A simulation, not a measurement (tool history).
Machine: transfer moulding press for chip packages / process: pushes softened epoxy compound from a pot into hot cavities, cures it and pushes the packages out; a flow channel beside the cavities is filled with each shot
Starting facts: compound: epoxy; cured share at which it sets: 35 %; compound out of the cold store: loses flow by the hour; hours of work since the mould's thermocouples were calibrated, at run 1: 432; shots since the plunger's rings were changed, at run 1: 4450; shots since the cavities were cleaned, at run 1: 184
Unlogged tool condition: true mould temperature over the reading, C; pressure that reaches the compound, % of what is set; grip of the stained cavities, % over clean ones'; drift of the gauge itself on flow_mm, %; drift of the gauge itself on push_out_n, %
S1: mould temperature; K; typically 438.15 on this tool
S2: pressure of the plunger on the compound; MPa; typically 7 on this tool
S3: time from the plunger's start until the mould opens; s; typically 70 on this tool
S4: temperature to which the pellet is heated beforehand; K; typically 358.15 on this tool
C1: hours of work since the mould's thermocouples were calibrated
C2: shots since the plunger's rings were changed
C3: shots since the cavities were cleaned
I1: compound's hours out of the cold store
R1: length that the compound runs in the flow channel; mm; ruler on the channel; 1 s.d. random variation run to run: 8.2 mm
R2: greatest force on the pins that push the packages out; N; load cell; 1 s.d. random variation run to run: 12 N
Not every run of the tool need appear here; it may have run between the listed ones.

| run | hour | S1 | S2 | S3 | S4 | C1 | C2 | C3 | I1 | R1 | R2 |
|---|---|---|---|---|---|---|---|---|---|---|---|
| 1 | 0 | 438.15 | 7 | 70 | 358.15 | 432 | 4450 | 184 | 23.3 | 864 | 704 |
|  | 13.3 | plunger's sealing rings changed |
| 2 | 18.1 | 438.15 | 7 | 70 | 358.15 | 443 | 79 | 439 | 47.1 | 861 | 767 |
| 3 | 33.9 | 438.15 | 7 | 70 | 358.15 | 454 | 339 | 699 | 13.7 | 970 | 906 |
|  | 39.2 | cavities cleaned with cleaning compound and waxed |
| 4 | 46.1 | 438.15 | 7 | 70 | 358.15 | 462 | 515 | 113 | 17.5 | 944 | 717 |
| 5 | 59.8 | 438.15 | 7 | 70 | 364.15 | 472 | 741 | 339 | 35.4 | 889 | 711 |
| 6 | 72.2 | 438.15 | 7 | 70 | 364.15 | 481 | 944 | 542 | 24.6 | 922 | 799 |
|  | 86.9 | cavities cleaned with cleaning compound and waxed |
| 7 | 93.6 | 438.15 | 7 | 70 | 364.15 | 495 | 1270 | 110 | 41.2 | 854 | 642 |
| 8 | 116 | 438.15 | 7 | 105 | 358.15 | 511 | 1638 | 478 | 35.2 | 869 | 491 |
|  | 134.7 | cavities cleaned with cleaning compound and waxed |
| 9 | 139.4 | 438.15 | 7 | 108 | 358.15 | 526 | 1998 | 77 | 12.7 | 949 | 366 |
| 10 | 154.4 | 438.15 | 7 | 108 | 358.15 | 537 | 2245 | 324 | 12.2 | 965 | 449 |
|  | 157.8 | mould's thermocouples calibrated |
| 11 | 173.1 | 436.15 | 7 | 108 | 358.15 | 11 | 2519 | 598 | 30.2 | 887 | 525 |
|  | 183.4 | cavities cleaned with cleaning compound and waxed |
| 12 | 183.9 | 436.15 | 5.47 | 108 | 358.15 | 18 | 2672 | 9 | 26.5 | 803 | 375 |
| 13 | 199.1 | 436.15 | 5.47 | 108 | 358.15 | 28 | 2922 | 259 | 10.8 | 840 | 447 |
| 14 | 215.8 | 439.15 | 5.47 | 108 | 358.15 | 40 | 3196 | 533 | 26 | 764 | 491 |
|  | 230.7 | cavities cleaned with cleaning compound and waxed |
| 15 | 235.7 | 436.15 | 5.6 | 102 | 351.15 | 53 | 3498 | 82 | 9.9 | 848 | 405 |
| 16 | 250.5 | 436.15 | 8.41 | 102 | 351.15 | 64 | 3741 | 325 | 39.8 | 911 | 479 |
| 17 | 270.2 | 443.15 | 7 | 70 | 363.15 | 78 | 4065 | 649 | 42.8 | 792 | 603 |
|  | 278 | cavities cleaned with cleaning compound and waxed |
|  | 284 | mould's thermocouples calibrated, once more |
| 18 | 285.5 | 438.15 | 7 | 57 | 361.15 | 1 | 4258 | 90 | 41.2 | 815 | 999 |
| 19 | 296.6 | 438.15 | 7 | 57 | 361.15 | 9 | 4440 | 272 | 41.3 | 804 | 1134 |
|  | 309.7 | plunger's sealing rings changed |
| 20 | 320.3 | 438.15 | 7 | 57 | 361.15 | 24 | 175 | 621 | 17.6 | 961 | 1443 |
|  | 330.2 | cavities cleaned with cleaning compound and waxed |
| 21 | 344.8 | 430.15 | 7.9 | 55 | 368.15 | 40 | 552 | 239 | 40.2 | 976 | 1818 |
| 22 | 357.3 | 430.15 | 7.9 | 55 | 368.15 | 49 | 758 | 445 | 34.6 | 1001 | 2040 |
| 23 | 374.8 | 445.15 | 8.54 | 55 | 368.15 | 62 | 1046 | 733 | 37.6 | 929 | 822 |
|  | 378.4 | cavities cleaned with cleaning compound and waxed |
| 24 | 389.9 | 445.15 | 8.54 | 55 | 368.15 | 71 | 1268 | 188 | 21.3 | 983 | 702 |
| 25 | 405.4 | 445.15 | 8.54 | 55 | 368.15 | 83 | 1524 | 444 | 9.1 | 1032 | 795 |
| 26 | 418.8 | 445.15 | 8.54 | 55 | 368.15 | 92 | 1743 | 663 | 12.7 | 1008 | 838 |
|  | 426.3 | cavities cleaned with cleaning compound and waxed |
| 27 | 431 | 438.15 | 6.14 | 66 | 358.15 | 100 | 1920 | 78 | 16.5 | 874 | 732 |
| 28 | 451.4 | 438.15 | 6.14 | 66 | 358.15 | 114 | 2254 | 412 | 22.9 | 867 | 864 |

Difference, measured minus no-hidden-state, one row per run. Run-to-run variation is common to both terms; the gauge's own scatter need not be:
| run | R1 | R2 |
|---|---|---|
| 1 | -72 | +143 |
| 2 | -1 | +228 |
| 3 | -5 | +325 |
| 4 | -8 | +110 |
| 5 | -10 | +193 |
| 6 | -14 | +264 |
| 7 | -18 | +95 |
| 8 | -24 | +142 |
| 9 | -32 | +33 |
| 10 | -37 | +106 |
| 11 | -36 | +171 |
| 12 | -35 | +21 |
| 13 | -40 | +103 |
| 14 | -42 | +151 |
| 15 | -50 | +44 |
| 16 | -58 | +118 |
| 17 | -56 | +206 |
| 18 | -64 | +117 |
| 19 | -66 | +258 |
| 20 | -3 | +471 |
| 21 | -10 | +371 |
| 22 | -14 | +577 |
| 23 | -18 | +278 |
| 24 | -22 | +129 |
| 25 | -27 | +228 |
| 26 | -31 | +278 |
| 27 | -29 | +73 |
| 28 | -35 | +238 |
